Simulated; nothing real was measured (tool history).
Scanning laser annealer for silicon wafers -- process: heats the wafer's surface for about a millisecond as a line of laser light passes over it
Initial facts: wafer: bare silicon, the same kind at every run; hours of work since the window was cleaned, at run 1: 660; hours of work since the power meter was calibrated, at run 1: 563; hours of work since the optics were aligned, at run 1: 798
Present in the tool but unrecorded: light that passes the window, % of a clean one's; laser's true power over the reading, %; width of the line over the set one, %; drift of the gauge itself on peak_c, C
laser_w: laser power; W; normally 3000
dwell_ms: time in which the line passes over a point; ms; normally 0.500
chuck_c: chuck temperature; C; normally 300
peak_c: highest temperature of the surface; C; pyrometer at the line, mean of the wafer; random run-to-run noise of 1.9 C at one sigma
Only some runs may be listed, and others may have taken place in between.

| run | hour | laser_w | dwell_ms | chuck_c | hours of work since the window was cleaned | hours of work since the power meter was calibrated | hours of work since the optics were aligned | peak_c |
|---|---|---|---|---|---|---|---|---|
| 1 | 0.0 | 3000 | 0.500 | 300 | 660 | 563 | 798 | 1022 |
| 2 | 18.4 | 3000 | 0.392 | 300 | 673 | 576 | 812 | 943 |
| 3 | 36.1 | 3000 | 0.392 | 300 | 686 | 589 | 824 | 946 |
| 4 | 62.5 | 3000 | 0.392 | 337 | 705 | 608 | 843 | 984 |
| 5 | 79.7 | 3000 | 0.392 | 337 | 717 | 620 | 856 | 978 |
| 6 | 95.7 | 3000 | 0.426 | 300 | 728 | 632 | 867 | 965 |
| 7 | 118.3 | 3000 | 0.426 | 300 | 745 | 648 | 883 | 966 |
| 8 | 145.0 | 3000 | 0.426 | 300 | 764 | 667 | 903 | 965 |
| 9 | 168.8 | 3000 | 0.500 | 300 | 781 | 684 | 920 | 1014 |
| 10 | 193.2 | 3000 | 0.500 | 300 | 798 | 702 | 937 | 1015 |
| 11 | 208.9 | 3000 | 0.500 | 300 | 810 | 713 | 949 | 1015 |
| 12 | 235.4 | 3000 | 0.500 | 300 | 829 | 732 | 968 | 1014 |
| 13 | 252.2 | 3000 | 0.500 | 300 | 841 | 744 | 980 | 1008 |
| 14 | 279.0 | 3000 | 0.500 | 284 | 860 | 764 | 999 | 993 |
|  | 284.4 | window over the wafer cleaned |
| 15 | 308.7 | 3000 | 0.500 | 315 | 17 | 784 | 1019 | 1081 |
| 16 | 336.0 | 3000 | 0.500 | 315 | 37 | 803 | 1038 | 1076 |
| 17 | 363.8 | 3000 | 0.500 | 300 | 57 | 823 | 1058 | 1062 |
| 18 | 386.5 | 3000 | 0.500 | 300 | 73 | 839 | 1075 | 1065 |
| 19 | 404.4 | 3000 | 0.500 | 300 | 86 | 852 | 1088 | 1064 |
| 20 | 416.7 | 3000 | 0.500 | 300 | 95 | 861 | 1096 | 1059 |
|  | 421.5 | laser's power meter calibrated |
| 21 | 432.5 | 3116 | 0.500 | 274 | 104 | 8 | 1106 | 1078 |
| 22 | 453.8 | 3160 | 0.408 | 273 | 120 | 23 | 1121 | 1017 |
| 23 | 470.3 | 3160 | 0.408 | 273 | 131 | 35 | 1133 | 1017 |
| 24 | 491.3 | 2749 | 0.408 | 273 | 147 | 50 | 1148 | 891 |
|  | 510.2 | laser's power meter calibrated, once more |
| 25 | 518.2 | 2749 | 0.408 | 273 | 164 | 6 | 1165 | 876 |
| 26 | 547.0 | 2749 | 0.408 | 273 | 184 | 26 | 1186 | 875 |
| 27 | 576.6 | 2737 | 0.586 | 300 | 206 | 48 | 1207 | 1009 |
| 28 | 604.9 | 3234 | 0.575 | 300 | 226 | 68 | 1227 | 1177 |
| 29 | 618.4 | 2737 | 0.575 | 266 | 236 | 78 | 1237 | 967 |
| 30 | 639.4 | 2737 | 0.575 | 266 | 251 | 93 | 1252 | 966 |
| 31 | 658.2 | 2737 | 0.575 | 266 | 264 | 106 | 1266 | 963 |
| 32 | 684.0 | 2737 | 0.575 | 266 | 283 | 125 | 1284 | 965 |
| 33 | 702.0 | 3197 | 0.500 | 322 | 296 | 138 | 1297 | 1125 |
| 34 | 722.7 | 3197 | 0.500 | 322 | 311 | 153 | 1312 | 1125 |
| 35 | 749.9 | 2739 | 0.500 | 261 | 330 | 172 | 1332 | 911 |

Here are 3 independent what-if runs from the current tool condition. What would each one return?
| A | 763.3 | 3000 | 0.565 | 300 | 340 | 182 | 1341 | ? |
| B | 763.3 | 2706 | 0.572 | 300 | 340 | 182 | 1341 | ? |
| C | 763.3 | 2902 | 0.500 | 300 | 340 | 182 | 1341 | ? |

| run | peak_c |
|---|---|
| A | 1077 |
| B | 981 |
| C | 1002 |
With no hidden state in the tool, these same runs would have given:
| run | peak_c |
|---|---|
| A | 1130 |
| B | 1029 |
| C | 1051 |

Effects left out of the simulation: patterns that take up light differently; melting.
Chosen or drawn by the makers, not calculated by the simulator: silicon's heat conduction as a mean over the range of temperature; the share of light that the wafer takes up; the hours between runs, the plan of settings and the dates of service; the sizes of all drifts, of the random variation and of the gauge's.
